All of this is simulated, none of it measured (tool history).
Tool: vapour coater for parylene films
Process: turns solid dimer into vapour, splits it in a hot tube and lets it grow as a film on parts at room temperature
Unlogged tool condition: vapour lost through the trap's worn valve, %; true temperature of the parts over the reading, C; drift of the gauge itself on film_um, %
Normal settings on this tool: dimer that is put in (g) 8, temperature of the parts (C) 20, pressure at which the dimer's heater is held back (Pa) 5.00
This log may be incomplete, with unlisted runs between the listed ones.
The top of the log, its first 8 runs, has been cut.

run	hour	dimer that is put in (g)	temperature of the parts (C)	pressure at which the dimer's heater is held back (Pa)	hours of work since the trap's valve was overhauled	hours of work since the table's thermometer was calibrated	thickness of the film (nm)
# hour 293.4: trap's valve overhauled
9	302.9	8	20	5.00	8	547	4150
10	324.8	8	20	5.00	26	566	4170
11	372.7	8	20	5.00	65	605	4170
12	397.4	8	20	11.02	86	625	3580
13	442.7	8	20	11.02	123	663	3580
14	479.2	8	14	11.02	153	693	3950
15	526.0	8	20	5.00	192	732	4080
16	555.3	8	20	5.00	216	756	4090
17	590.5	8	20	8.28	245	785	3720
18	628.0	8	20	8.28	276	816	3660
19	653.8	8	20	8.28	297	837	3660
20	699.9	6	30	4.05	335	875	2610
21	721.4	3	31	5.00	353	893	1240
22	757.7	3	31	6.97	383	923	1170
23	805.7	6	20	3.02	423	962	3220
24	850.8	6	20	2.25	460	1000	3400
25	888.0	8	15	9.54	491	1030	3790
# hour 896.0: table's thermometer calibrated
26	911.4	12	20	4.00	509	13	5960
# hour 932.6: trap's valve overhauled
27	959.6	12	20	2.81	22	49	6930
28	1005.7	12	20	2.81	60	87	6850
29	1030.5	4	13	9.37	81	108	2050
30	1062.8	4	13	9.37	107	134	2060

Forecast run 31:
31	1094.3	12	14	5.00	133	160	?

Run 31 came out at thickness of the film (nm) 6820.
Without the tool's hidden state the same run would have given thickness of the film (nm) 6990.
